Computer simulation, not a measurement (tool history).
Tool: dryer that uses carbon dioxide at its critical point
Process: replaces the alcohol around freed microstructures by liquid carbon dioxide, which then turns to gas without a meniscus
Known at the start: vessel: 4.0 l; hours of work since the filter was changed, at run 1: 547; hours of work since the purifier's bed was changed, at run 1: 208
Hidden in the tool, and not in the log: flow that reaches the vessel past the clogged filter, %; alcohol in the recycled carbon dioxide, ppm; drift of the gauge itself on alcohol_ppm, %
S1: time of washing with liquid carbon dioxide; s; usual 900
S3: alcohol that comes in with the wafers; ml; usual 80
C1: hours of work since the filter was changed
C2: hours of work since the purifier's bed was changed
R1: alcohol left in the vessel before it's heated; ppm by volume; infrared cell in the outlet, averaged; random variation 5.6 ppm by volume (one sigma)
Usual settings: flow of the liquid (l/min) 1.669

run 1 hour=0 | S1=900 flow_of_the_liquid_(l/min)=1.669 S3=80 | C1=547 C2=208 | R1=406
run 2 hour=11.1 | S1=900 flow_of_the_liquid_(l/min)=1.669 S3=80 | C1=552 C2=214 | R1=404
run 3 hour=21.3 | S1=900 flow_of_the_liquid_(l/min)=1.669 S3=80 | C1=557 C2=218 | R1=412
-- hour=25.3 inlet filter changed
run 4 hour=36 | S1=900 flow_of_the_liquid_(l/min)=1.669 S3=80 | C1=5 C2=225 | R1=191
run 5 hour=46.9 | S1=900 flow_of_the_liquid_(l/min)=1.669 S3=80 | C1=10 C2=230 | R1=201
run 6 hour=57.6 | S1=900 flow_of_the_liquid_(l/min)=1.669 S3=80 | C1=16 C2=236 | R1=204
run 7 hour=64.7 | S1=900 flow_of_the_liquid_(l/min)=1.669 S3=80 | C1=19 C2=239 | R1=202
run 8 hour=73.2 | S1=1020 flow_of_the_liquid_(l/min)=1.669 S3=80 | C1=23 C2=243 | R1=125
run 9 hour=89.1 | S1=1020 flow_of_the_liquid_(l/min)=1.669 S3=72 | C1=31 C2=251 | R1=120
run 10 hour=96.3 | S1=1020 flow_of_the_liquid_(l/min)=1.669 S3=72 | C1=34 C2=254 | R1=132
run 11 hour=105.8 | S1=1020 flow_of_the_liquid_(l/min)=1.669 S3=72 | C1=39 C2=259 | R1=110
run 12 hour=112.5 | S1=1020 flow_of_the_liquid_(l/min)=1.669 S3=72 | C1=42 C2=262 | R1=112
run 13 hour=126.3 | S1=1020 flow_of_the_liquid_(l/min)=1.669 S3=117 | C1=49 C2=269 | R1=176
run 14 hour=142 | S1=1020 flow_of_the_liquid_(l/min)=1.669 S3=117 | C1=56 C2=276 | R1=165
run 15 hour=153.2 | S1=1020 flow_of_the_liquid_(l/min)=1.669 S3=117 | C1=62 C2=282 | R1=176
run 16 hour=168.4 | S1=660 flow_of_the_liquid_(l/min)=1.669 S3=24 | C1=69 C2=289 | R1=222
run 17 hour=177.7 | S1=900 flow_of_the_liquid_(l/min)=2.03 S3=36 | C1=74 C2=293 | R1=66
run 18 hour=191.7 | S1=900 flow_of_the_liquid_(l/min)=2.03 S3=36 | C1=80 C2=300 | R1=63
run 19 hour=202.5 | S1=900 flow_of_the_liquid_(l/min)=2.03 S3=36 | C1=85 C2=305 | R1=73

Forecast each of these 4 alternatives for the next run:
run A hour=217.8 | S1=900 flow_of_the_liquid_(l/min)=1.33 S3=82 | C1=93 C2=313 | R1=?
run B hour=217.8 | S1=1080 flow_of_the_liquid_(l/min)=1.09 S3=36 | C1=93 C2=313 | R1=?
run C hour=217.8 | S1=900 flow_of_the_liquid_(l/min)=2.72 S3=36 | C1=93 C2=313 | R1=?
run D hour=217.8 | S1=600 flow_of_the_liquid_(l/min)=2.44 S3=71 | C1=93 C2=313 | R1=?

run=A R1=535
run=B R1=276
run=C R1=48
run=D R1=235
Without the tool's hidden state the same runs would have given:
run=A R1=441
run=B R1=213
run=C R1=11
run=D R1=171
